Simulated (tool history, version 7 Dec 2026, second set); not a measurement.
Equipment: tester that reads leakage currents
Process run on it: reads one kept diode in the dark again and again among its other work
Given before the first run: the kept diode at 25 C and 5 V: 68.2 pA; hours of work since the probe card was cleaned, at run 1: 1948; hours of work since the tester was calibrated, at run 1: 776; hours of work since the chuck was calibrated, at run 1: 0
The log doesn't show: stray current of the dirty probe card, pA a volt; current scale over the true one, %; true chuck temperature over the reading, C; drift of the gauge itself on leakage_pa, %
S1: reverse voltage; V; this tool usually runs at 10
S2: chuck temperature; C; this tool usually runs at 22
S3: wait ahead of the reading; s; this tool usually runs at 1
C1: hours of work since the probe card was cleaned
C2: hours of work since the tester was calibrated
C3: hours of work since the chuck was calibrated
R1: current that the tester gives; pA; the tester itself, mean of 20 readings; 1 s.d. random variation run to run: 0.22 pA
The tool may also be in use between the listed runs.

run	hour	S1	S2	S3	C1	C2	C3	R1
1	0	10	22	1	1948	776	0	80.18
2	30.7	10	22	1	1964	792	16	80.64
3	61.4	10	22	1.2	1980	809	32	81.06
4	97.4	10	22	1.2	2000	828	52	81.01
5	132.8	10	42	1	2018	846	70	366.07
# hour 139: probe card cleaned and baked
6	171.5	10	22	1	17	865	89	87.24
7	194.6	5.9	22	1	29	877	101	66.76
8	223.1	10.9	25	1.24	44	893	117	112.86
9	258.8	10.9	25	1.24	63	911	135	114.09
# hour 275.9: probe card cleaned and baked, once more
10	301	2.2	22	1.67	13	932	156	39.51
11	328.7	9.7	21	1.84	28	947	171	67.89
12	363.4	9.7	21	1.84	46	965	189	68.25
13	382.8	9.7	21	1.84	57	975	199	68.19

Alternative continuations, all from the tool just after run 13; predict every row:
A	400.9	4.9	33	1.2	66	985	209	?
B	400.9	14.7	27	0.61	66	985	209	?
C	400.9	1.4	58	1.84	66	985	209	?
D	400.9	6.8	37	0.68	66	985	209	?
E	400.9	2.3	26	1	66	985	209	?

run	R1
A	136.65
B	136.22
C	507.46
D	216.01
E	57.3
With the hidden condition removed and each run's random variation left untouched, the same runs would have given:
run	R1
A	130.08
B	129.2
C	486.83
D	205.93
E	54.42
